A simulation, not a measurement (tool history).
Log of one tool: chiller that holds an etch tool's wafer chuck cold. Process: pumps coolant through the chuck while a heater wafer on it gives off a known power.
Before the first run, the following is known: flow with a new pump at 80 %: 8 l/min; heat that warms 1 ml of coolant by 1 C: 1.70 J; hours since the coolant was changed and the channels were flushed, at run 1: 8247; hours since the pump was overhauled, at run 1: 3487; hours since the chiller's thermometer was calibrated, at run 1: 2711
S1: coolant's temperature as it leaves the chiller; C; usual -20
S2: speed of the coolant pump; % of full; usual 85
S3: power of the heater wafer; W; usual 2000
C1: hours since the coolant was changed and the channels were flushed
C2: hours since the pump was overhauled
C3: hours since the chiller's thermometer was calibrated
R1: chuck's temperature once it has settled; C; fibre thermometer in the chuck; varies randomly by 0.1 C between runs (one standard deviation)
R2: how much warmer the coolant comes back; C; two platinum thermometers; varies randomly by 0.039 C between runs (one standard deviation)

run    hour   S1  S2    S3    C1    C2    C3    R1     R2
  1       0  -20  85  2000  8247  3487  2711   3.3   8.74
  2   114.4  -20  85  2000  8362  3601  2826   3.5    8.7
  3   196.7  -20  85  2000  8444  3684  2908   3.3   8.83
  4   290.6  -20  85  2000  8538  3777  3002   3.6   8.79
  5   413.3  -20  85  2000  8661  3900  3125   3.6   8.78
      430.9  -- coolant changed, channels flushed
  6   474.7  -20  85  2000    44  3956  3180   0.6   8.76
  7   587.2  -20  85  2000   156  4068  3293   0.7   8.71
  8   678.3  -20  85  2000   247  4159  3384   0.6   8.89
  9   732.9  -20  85  2000   302  4214  3438   0.6   8.82
 10   835.1  -20  85  2000   404  4316  3541   0.8   8.85
 11   923.2  -20  85  2000   492  4404  3629   0.9   8.86
 12  1053.6  -20  85  2000   623  4535  3759   0.8    8.9
 13  1140.8  -20  85  2000   710  4622  3846   0.9   8.91
 14  1237.2  -20  85  2000   806  4718  3943     1   8.92
 15  1311.4  -20  85  2720   880  4792  4017   8.6  12.16
 16  1407.8  -20  85  2720   977  4889  4113   8.9  12.15
 17  1466.1  -20  85  2720  1035  4947  4172   8.8  12.16
 18  1545.3  -20  85  2720  1114  5026  4251   8.9  12.22
     1555.4  -- chiller's thermometer calibrated
 19  1674.8  -22  68  2000  1243  5155   119   4.4  11.56
 20  1803.2  -22  68  2000  1371  5283   248   4.3  11.66
 21  1879.7  -12  93  1707  1448  5360   324   4.7   7.03
 22  1959.7  -20  96  1372  1528  5440   404    -7   5.42
     2016.8  -- chiller's thermometer calibrated, once more
 23  2016.8  -24  85  1904  1584  5496     0  -3.2   8.59
 24  2094.4  -24  85  1904  1661  5573    78  -3.3   8.68
 25    2223  -18  85  1431  1790  5702   206  -2.2   6.46
 26  2322.1  -18  85  1431  1889  5801   305  -2.3   6.51
 27  2444.8  -18  85  1431  2012  5924   428  -2.1    6.5
 28  2528.2  -18  85  1431  2095  6007   511  -2.3    6.6
 29  2652.2  -12  85  1034  2219  6131   635  -0.5   4.71
 30  2736.2  -28  63  2091  2303  6215   719   2.9   13.4
 31  2858.2  -20  62  2468  2425  6337   841  17.1   16.1
 32  2967.3  -20  62  2468  2534  6446   951  17.3  16.24
 33    3054  -20  71  1643  2621  6533  1037   1.8   9.23

3 options for the next run, each taken on its own from the tool as it stands now. Forecast them:
  A  3118.5  -17  96  2185  2686  6597  1102   ?   ?
  B  3118.5  -28  94  1145  2686  6597  1102   ?   ?
  C  3118.5  -20  71  1978  2686  6597  1102   ?   ?

run     R1     R2
  A    4.9   8.83
  B  -16.4   4.69
  C    6.3  11.16
Stripped of hidden state, with their random variation kept, the same runs would have yielded:
run     R1    R2
  A    2.1  7.87
  B  -17.9  4.18
  C    2.9  9.94

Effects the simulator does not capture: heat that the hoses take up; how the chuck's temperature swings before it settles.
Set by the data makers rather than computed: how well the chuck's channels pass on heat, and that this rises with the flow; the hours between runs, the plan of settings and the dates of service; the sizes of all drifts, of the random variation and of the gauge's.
